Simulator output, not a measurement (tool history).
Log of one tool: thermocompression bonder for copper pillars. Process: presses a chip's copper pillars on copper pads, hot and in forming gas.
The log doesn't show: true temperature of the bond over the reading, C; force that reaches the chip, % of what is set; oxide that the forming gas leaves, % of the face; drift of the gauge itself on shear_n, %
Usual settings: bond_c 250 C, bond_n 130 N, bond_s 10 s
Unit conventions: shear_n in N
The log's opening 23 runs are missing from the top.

run	day	bond_c	bond_n	bond_s	hours of work since the heater was calibrated	hours of work since the force cell was calibrated	hours of work since the gas filter was changed	shear_n
# day 48.233: forming gas filter changed
24	49.429	239	153	18	970	1579	13	60.1
25	51.038	226	78	7	988	1597	30	22
26	53.312	250	79	22	1012	1621	54	50.3
27	54.733	259	180	10	1027	1636	69	64.7
28	57.646	272	121	7	1058	1667	101	55.6
29	59.817	245	95	10	1081	1691	124	38.5
30	61.454	278	102	8	1099	1708	141	56
31	62.967	230	106	21	1115	1724	157	42.1
32	65.9	250	96	10	1146	1755	189	40.9
33	68.725	250	130	7	1177	1786	219	42.5
34	70.846	244	79	23	1199	1808	242	43.8
35	73.142	232	130	28	1224	1833	266	50.5
36	75.512	237	130	10	1249	1858	291	39.8

Consider 4 possible next runs. They are alternatives, not a sequence: every one starts from the tool as it was left by run 36. What does each give?
A	78.262	260	130	10	1278	1888	321	?
B	78.262	235	92	6	1278	1888	321	?
C	78.262	236	118	21	1278	1888	321	?
D	78.262	237	83	10	1278	1888	321	?

run	shear_n
A	51.3
B	23.9
C	45.7
D	28.7
Had the tool no hidden state, the same runs would have come out as:
run	shear_n
A	61.9
B	31
C	56.5
D	36.6
